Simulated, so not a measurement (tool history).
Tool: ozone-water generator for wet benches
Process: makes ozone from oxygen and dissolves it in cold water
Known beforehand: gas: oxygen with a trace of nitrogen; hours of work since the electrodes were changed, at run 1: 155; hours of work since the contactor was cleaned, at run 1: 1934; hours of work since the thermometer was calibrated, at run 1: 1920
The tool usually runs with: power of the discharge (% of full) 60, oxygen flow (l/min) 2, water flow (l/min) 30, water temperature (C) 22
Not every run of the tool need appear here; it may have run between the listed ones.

| run | hour | power of the discharge (% of full) | oxygen flow (l/min) | water flow (l/min) | water temperature (C) | hours of work since the electrodes were changed | hours of work since the contactor was cleaned | hours of work since the thermometer was calibrated | dissolved ozone (ppm) | ozone in the gas ahead of the water (g/m3) |
|---|---|---|---|---|---|---|---|---|---|---|
| 1 | 0 | 60 | 2 | 30 | 22 | 155 | 1934 | 1920 | 7.1 | 188.6 |
| 2 | 33.7 | 60 | 2 | 30 | 22 | 184 | 1963 | 1949 | 7.03 | 190 |
| 3 | 78.3 | 60 | 2 | 30 | 22 | 222 | 2001 | 1987 | 6.91 | 189.4 |
| 4 | 105 | 60 | 2 | 30 | 22 | 245 | 2024 | 2010 | 6.98 | 187.6 |
| 5 | 148.8 | 60 | 2 | 30 | 22 | 282 | 2062 | 2047 | 7.07 | 190.1 |
| 6 | 181.3 | 60 | 2 | 30 | 22 | 310 | 2089 | 2075 | 7.07 | 189.9 |
| 7 | 202.6 | 60 | 2 | 30 | 15 | 328 | 2108 | 2093 | 7.24 | 189.4 |
| 8 | 238.7 | 60 | 2 | 30 | 15 | 359 | 2138 | 2124 | 7.3 | 190.2 |
| 9 | 258.3 | 60 | 2 | 30 | 30 | 376 | 2155 | 2141 | 6.75 | 191.9 |
| 10 | 279.9 | 60 | 2 | 30 | 30 | 394 | 2174 | 2160 | 6.82 | 192.4 |
| 11 | 321.6 | 60 | 2 | 30 | 30 | 430 | 2209 | 2195 | 6.58 | 189.9 |
| 12 | 356.1 | 60 | 1.05 | 30 | 30 | 459 | 2239 | 2225 | 5.65 | 278 |
| 13 | 392.6 | 60 | 1.77 | 30 | 22 | 490 | 2270 | 2256 | 6.83 | 207.1 |
| 14 | 413.1 | 60 | 1.77 | 19 | 15 | 508 | 2288 | 2273 | 11.53 | 205.6 |
| 15 | 440.2 | 61 | 1.77 | 19 | 25 | 531 | 2311 | 2296 | 10.87 | 208.5 |
| 16 | 478.8 | 61 | 1.77 | 19 | 25 | 564 | 2344 | 2330 | 10.92 | 208.7 |
| 17 | 521.8 | 61 | 1.77 | 19 | 25 | 601 | 2380 | 2366 | 10.88 | 209.5 |
| 18 | 562.8 | 61 | 1.77 | 19 | 25 | 636 | 2415 | 2401 | 10.96 | 211.9 |
| 19 | 600.3 | 65 | 2 | 28 | 22 | 668 | 2448 | 2433 | 7.9 | 204.4 |
| 20 | 646 | 65 | 2 | 22 | 16 | 707 | 2487 | 2472 | 10.73 | 204.8 |
| 21 | 682.6 | 60 | 1.08 | 30 | 23 | 738 | 2518 | 2504 | 5.87 | 275.9 |
| 22 | 709.4 | 46 | 1.13 | 30 | 15 | 761 | 2541 | 2527 | 5.14 | 219.4 |
| 23 | 736.1 | 46 | 1.13 | 19 | 14 | 784 | 2564 | 2549 | 8.36 | 218.2 |
| 24 | 766.2 | 60 | 2 | 30 | 22 | 810 | 2589 | 2575 | 7 | 192.3 |

Below, each run's measurement less what the same run would have read without the hidden state. Both values contain the same run-to-run variation, but the gauge's scatter may not be the same in both:
The hidden state here: yield of the discharge, % of new electrodes'; contactor's efficiency, % of a clean one's; true water temperature over the reading, C; drift of the gauge itself on ozone_ppm, %; drift of the gauge itself on gas_g_m3, %.
| run | ozone in the gas ahead of the water (g/m3) |
|---|---|
| 1 | -0.1 |
| 2 | +0.1 |
| 3 | +0.4 |
| 4 | +0.6 |
| 5 | +0.9 |
| 6 | +1.1 |
| 7 | +1.1 |
| 8 | +1.3 |
| 9 | +1.5 |
| 10 | +1.6 |
| 11 | +1.9 |
| 12 | +3.1 |
| 13 | +2.5 |
| 14 | +2.6 |
| 15 | +2.8 |
| 16 | +3.1 |
| 17 | +3.4 |
| 18 | +3.7 |
| 19 | +3.8 |
| 20 | +4.1 |
| 21 | +5.8 |
| 22 | +4.8 |
| 23 | +5 |
| 24 | +4.6 |
dissolved ozone (ppm): differs from the measured result by no more than 0.02 in any run.
